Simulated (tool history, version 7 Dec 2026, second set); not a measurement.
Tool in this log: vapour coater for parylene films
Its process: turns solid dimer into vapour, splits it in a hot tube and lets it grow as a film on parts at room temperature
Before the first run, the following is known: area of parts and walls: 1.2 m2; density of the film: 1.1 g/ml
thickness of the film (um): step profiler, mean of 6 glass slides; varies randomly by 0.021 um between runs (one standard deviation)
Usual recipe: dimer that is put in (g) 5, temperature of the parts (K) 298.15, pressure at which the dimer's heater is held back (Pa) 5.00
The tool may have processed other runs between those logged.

| run | day | dimer that is put in (g) | temperature of the parts (K) | pressure at which the dimer's heater is held back (Pa) | thickness of the film (um) |
|---|---|---|---|---|---|
| 1 | 0.000 | 5 | 298.15 | 5.00 | 2.77 |
| 2 | 0.742 | 4 | 298.15 | 5.00 | 2.21 |
| 3 | 1.333 | 4 | 298.15 | 5.00 | 2.20 |
| 4 | 1.958 | 4 | 298.15 | 5.00 | 2.20 |
| 5 | 2.362 | 4 | 293.15 | 5.00 | 2.40 |
| 6 | 2.888 | 4 | 293.15 | 5.00 | 2.41 |
| 7 | 3.662 | 4 | 293.15 | 5.00 | 2.39 |
| 8 | 4.292 | 4 | 293.15 | 5.00 | 2.42 |
| 9 | 4.696 | 5 | 298.15 | 7.18 | 2.59 |
| 10 | 5.033 | 5 | 298.15 | 5.49 | 2.71 |
| 11 | 5.692 | 5 | 298.15 | 5.49 | 2.69 |
| 12 | 6.433 | 5 | 298.15 | 5.49 | 2.66 |
| 13 | 6.788 | 5 | 296.15 | 5.00 | 2.86 |
| 14 | 7.350 | 5 | 296.15 | 5.00 | 2.86 |
| 15 | 7.708 | 4 | 296.15 | 5.00 | 2.28 |
| 16 | 8.517 | 4 | 296.15 | 5.00 | 2.28 |
| 17 | 8.992 | 4 | 296.15 | 5.00 | 2.28 |
| 18 | 9.767 | 4 | 296.15 | 5.00 | 2.30 |
| 19 | 10.242 | 4 | 296.15 | 5.00 | 2.33 |
| 20 | 10.917 | 5 | 306.15 | 5.00 | 2.41 |
| 21 | 11.608 | 5 | 305.15 | 5.00 | 2.49 |
| 22 | 12.138 | 5 | 298.15 | 5.00 | 2.75 |
| 23 | 12.679 | 5 | 298.15 | 5.00 | 2.76 |
| 24 | 13.121 | 5 | 294.15 | 4.28 | 3.01 |
| 25 | 13.900 | 4 | 305.15 | 11.40 | 1.76 |
| 26 | 14.533 | 2 | 290.15 | 2.22 | 1.43 |
| 27 | 14.971 | 2 | 290.15 | 2.22 | 1.43 |
| 28 | 15.592 | 2 | 290.15 | 2.22 | 1.41 |
| 29 | 16.071 | 4 | 307.15 | 4.71 | 1.93 |
| 30 | 16.838 | 4 | 307.15 | 4.71 | 1.93 |
| 31 | 17.183 | 4 | 298.15 | 5.00 | 2.20 |
| 32 | 17.829 | 4 | 298.15 | 5.00 | 2.20 |
| 33 | 18.629 | 4 | 298.15 | 5.00 | 2.23 |
| 34 | 19.438 | 3 | 297.15 | 3.43 | 1.78 |
| 35 | 20.158 | 4 | 298.15 | 2.72 | 2.40 |
| 36 | 20.879 | 6 | 303.15 | 2.91 | 3.31 |
| 37 | 21.392 | 6 | 303.15 | 2.91 | 3.28 |
| 38 | 22.150 | 6 | 297.15 | 10.86 | 3.00 |
| 39 | 22.800 | 3 | 296.15 | 5.00 | 1.71 |
| 40 | 23.321 | 3 | 298.15 | 5.00 | 1.64 |
|  | 23.612 | trap's valve overhauled |
| 41 | 24.221 | 3 | 298.15 | 2.02 | 1.90 |
| 42 | 24.983 | 5 | 293.15 | 5.00 | 3.01 |
| 43 | 25.446 | 2 | 297.15 | 2.06 | 1.27 |
| 44 | 26.125 | 6 | 298.15 | 5.10 | 3.29 |
| 45 | 26.933 | 7 | 298.15 | 4.79 | 3.86 |
| 46 | 27.258 | 7 | 298.15 | 4.79 | 3.92 |

Consider 4 possible next runs. They are alternatives, not a sequence: every one starts from the tool as it was left by run 46. What does each give?
| A | 27.612 | 4 | 298.15 | 2.30 | ? |
| B | 27.612 | 2 | 304.15 | 2.99 | ? |
| C | 27.612 | 7 | 292.15 | 3.63 | ? |
| D | 27.612 | 7 | 298.15 | 4.79 | ? |

| run | thickness of the film (um) |
|---|---|
| A | 2.45 |
| B | 1.09 |
| C | 4.47 |
| D | 3.84 |
Without the tool's hidden state the same runs would have given:
| run | thickness of the film (um) |
|---|---|
| A | 2.45 |
| B | 1.09 |
| C | 4.47 |
| D | 3.84 |
